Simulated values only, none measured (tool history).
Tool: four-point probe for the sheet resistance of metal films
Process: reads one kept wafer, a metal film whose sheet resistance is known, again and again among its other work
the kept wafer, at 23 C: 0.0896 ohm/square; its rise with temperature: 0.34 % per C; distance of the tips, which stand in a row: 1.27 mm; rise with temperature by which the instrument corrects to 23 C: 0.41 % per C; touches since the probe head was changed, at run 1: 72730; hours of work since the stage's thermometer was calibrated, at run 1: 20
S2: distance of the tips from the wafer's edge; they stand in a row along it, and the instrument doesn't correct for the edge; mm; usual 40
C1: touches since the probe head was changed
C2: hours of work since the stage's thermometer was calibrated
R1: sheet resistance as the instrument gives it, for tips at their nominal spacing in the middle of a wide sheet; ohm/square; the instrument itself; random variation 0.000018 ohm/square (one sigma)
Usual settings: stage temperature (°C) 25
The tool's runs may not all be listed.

Run 1, hour 0.0: usual settings; C1 72730; C2 20. Result: R1 0.088920 ohm/square.
Run 2, hour 113.2: usual settings; C1 75171; C2 88. Result: R1 0.088890 ohm/square.
Run 3, hour 205.5: usual settings; C1 77162; C2 144. Result: R1 0.088851 ohm/square.
Run 4, hour 274.8: usual settings; C1 78654; C2 186. Result: R1 0.088858 ohm/square.
Run 5, hour 364.0: usual settings; C1 80579; C2 240. Result: R1 0.088811 ohm/square.
Run 6, hour 461.2: usual settings; C1 82676; C2 299. Result: R1 0.088785 ohm/square.
Run 7, hour 556.3: usual settings; C1 84725; C2 357. Result: R1 0.088761 ohm/square.
Run 8, hour 662.2: usual settings but stage temperature (°C) 19; C1 87009; C2 421. Result: R1 0.089160 ohm/square.
Run 9, hour 740.8: usual settings; C1 88705; C2 468. Result: R1 0.088742 ohm/square.
Run 10, hour 809.6: usual settings; C1 90189; C2 510. Result: R1 0.088716 ohm/square.
Run 11, hour 885.1: usual settings; C1 91816; C2 556. Result: R1 0.088690 ohm/square.
Run 12, hour 936.8: usual settings; C1 92931; C2 587. Result: R1 0.088708 ohm/square.
Run 13, hour 1040.2: usual settings but stage temperature (°C) 22; C1 95162; C2 649. Result: R1 0.088848 ohm/square.
Run 14, hour 1093.3: usual settings but S2 26 mm; C1 96306; C2 682. Result: R1 0.088691 ohm/square.
Run 15, hour 1153.6: usual settings; C1 97607; C2 718. Result: R1 0.088635 ohm/square.
Run 16, hour 1234.5: usual settings but S2 21 mm; C1 99351; C2 767. Result: R1 0.088758 ohm/square.
Run 17, hour 1299.5: usual settings but S2 21 mm; C1 100753; C2 806. Result: R1 0.088749 ohm/square.
Run 18, hour 1359.5: usual settings but S2 21 mm; C1 102047; C2 843. Result: R1 0.088738 ohm/square.
Run 19, hour 1467.4: usual settings; C1 104373; C2 908. Result: R1 0.088577 ohm/square.
Run 20, hour 1562.6: usual settings; C1 106427; C2 966. Result: R1 0.088523 ohm/square.
Run 21, hour 1668.7: usual settings; C1 108714; C2 1030. Result: R1 0.088524 ohm/square.
Run 22, hour 1772.9: usual settings but S2 38 mm; C1 110961; C2 1093. Result: R1 0.088527 ohm/square.
Run 23, hour 1852.3: usual settings but stage temperature (°C) 33, S2 16 mm; C1 112673; C2 1141. Result: R1 0.088217 ohm/square.
Run 24, hour 1905.1: usual settings but stage temperature (°C) 33, S2 16 mm; C1 113812; C2 1173. Result: R1 0.088221 ohm/square.
Run 25, hour 2020.6: usual settings but stage temperature (°C) 33, S2 16 mm; C1 116303; C2 1243. Result: R1 0.088206 ohm/square.
Run 26, hour 2072.2: usual settings but stage temperature (°C) 33, S2 16 mm; C1 117417; C2 1274. Result: R1 0.088173 ohm/square.
At hour 2187.8: stage's thermometer calibrated.
Run 27, hour 2187.8: usual settings but stage temperature (°C) 20; C1 119898; C2 0. Result: R1 0.088664 ohm/square.
Run 28, hour 2242.8: usual settings but stage temperature (°C) 20; C1 121083; C2 33. Result: R1 0.088707 ohm/square.
At hour 2321.7: new probe head fitted.
Run 29, hour 2362.4: usual settings but stage temperature (°C) 35, S2 24 mm; C1 878; C2 105. Result: R1 0.089259 ohm/square.
Run 30, hour 2413.7: usual settings but stage temperature (°C) 20; C1 1984; C2 136. Result: R1 0.090132 ohm/square.
Run 31, hour 2489.4: usual settings but stage temperature (°C) 20; C1 3618; C2 182. Result: R1 0.090117 ohm/square.
Run 32, hour 2604.0: usual settings but stage temperature (°C) 20; C1 6088; C2 251. Result: R1 0.090089 ohm/square.
Run 33, hour 2687.0: usual settings but stage temperature (°C) 18, S2 3 mm; C1 7878; C2 301. Result: R1 0.098058 ohm/square.
Run 34, hour 2742.3: usual settings but stage temperature (°C) 18, S2 3 mm; C1 9070; C2 335. Result: R1 0.098017 ohm/square.
Run 35, hour 2803.0: usual settings but stage temperature (°C) 32, S2 29 mm; C1 10379; C2 372. Result: R1 0.089296 ohm/square.
Run 36, hour 2913.7: usual settings but stage temperature (°C) 30, S2 26 mm; C1 12767; C2 439. Result: R1 0.089406 ohm/square.
Run 37, hour 2993.9: usual settings but stage temperature (°C) 30, S2 26 mm; C1 14496; C2 487. Result: R1 0.089389 ohm/square.
Run 38, hour 3065.5: usual settings but stage temperature (°C) 24, S2 69 mm; C1 16040; C2 531. Result: R1 0.089702 ohm/square.
Run 39, hour 3123.6: usual settings but stage temperature (°C) 24, S2 69 mm; C1 17294; C2 566. Result: R1 0.089675 ohm/square.
Run 40, hour 3229.3: usual settings but S2 32 mm; C1 19573; C2 630. Result: R1 0.089671 ohm/square.
Run 41, hour 3306.2: usual settings but stage temperature (°C) 32, S2 11 mm; C1 21232; C2 676. Result: R1 0.089729 ohm/square.
Run 42, hour 3385.4: usual settings but stage temperature (°C) 20, S2 20 mm; C1 22939; C2 724. Result: R1 0.090086 ohm/square.
Run 43, hour 3475.0: usual settings but stage temperature (°C) 22, S2 20 mm; C1 24871; C2 778. Result: R1 0.089911 ohm/square.
Run 44, hour 3575.1: usual settings but stage temperature (°C) 22, S2 51 mm; C1 27029; C2 839. Result: R1 0.089703 ohm/square.

Forecast each of these 5 alternatives for the next run:
Run A, hour 3643.7: usual settings but stage temperature (°C) 23, S2 4 mm; C1 28509; C2 881. Result: R1 ?.
Run B, hour 3643.7: usual settings but stage temperature (°C) 27, S2 51 mm; C1 28509; C2 881. Result: R1 ?.
Run C, hour 3643.7: usual settings but stage temperature (°C) 23; C1 28509; C2 881. Result: R1 ?.
Run D, hour 3643.7: usual settings but stage temperature (°C) 29, S2 4 mm; C1 28509; C2 881. Result: R1 ?.
Run E, hour 3643.7: usual settings but stage temperature (°C) 27, S2 57 mm; C1 28509; C2 881. Result: R1 ?.

run        R1
  A  0.094225
  B  0.089375
  C  0.089669
  D  0.093773
  E  0.089364
Without the tool's hidden state the same runs would have given:
run        R1
  A  0.094210
  B  0.089361
  C  0.089655
  D  0.093759
  E  0.089350
